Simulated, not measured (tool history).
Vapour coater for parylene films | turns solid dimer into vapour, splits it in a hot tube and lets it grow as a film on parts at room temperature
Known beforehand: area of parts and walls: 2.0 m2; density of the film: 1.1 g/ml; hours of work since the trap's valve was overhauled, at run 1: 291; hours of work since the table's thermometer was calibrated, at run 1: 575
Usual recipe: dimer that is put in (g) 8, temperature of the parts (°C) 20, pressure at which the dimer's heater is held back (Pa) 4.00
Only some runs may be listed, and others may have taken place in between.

run,hour,dimer that is put in (g),temperature of the parts (°C),pressure at which the dimer's heater is held back (Pa),hours of work since the trap's valve was overhauled,hours of work since the table's thermometer was calibrated,thickness of the film (um)
1,0.0,8,20,4.00,291,575,1.79
2,33.0,13,20,4.00,309,593,2.91
3,55.1,8,20,4.00,321,605,1.76
4,78.2,8,20,4.00,334,618,1.81
5,107.2,8,20,4.00,350,634,1.80
6,135.3,8,20,4.00,365,649,1.74
7,164.7,8,20,4.00,381,665,1.77
8,192.0,8,20,4.00,396,680,1.76
9,217.1,8,20,4.00,410,694,1.79
10,237.8,8,20,4.00,421,705,1.74
11,268.8,13,20,4.77,438,722,2.92
12,298.4,13,20,2.07,454,738,2.96
# hour 305.0: trap's valve overhauled
13,331.8,8,12,7.84,15,754,2.13
14,359.2,8,12,7.84,30,769,2.13
15,386.7,3,24,10.31,45,784,0.57
16,405.3,3,24,10.31,55,794,0.60
17,429.7,6,12,10.31,68,807,1.61
18,460.3,5,12,5.98,85,824,1.30
19,483.8,5,12,5.98,98,837,1.36
20,497.9,3,15,8.19,105,845,0.72

Take each entry between the runs: how does the hidden state at the last listed run before it differ from the hidden state at the first listed run after it?
Run 12 -> run 13: trap's valve overhauled (hour 305.0)
  vapour lost through the trap's worn valve, %: 0.5 -> 0
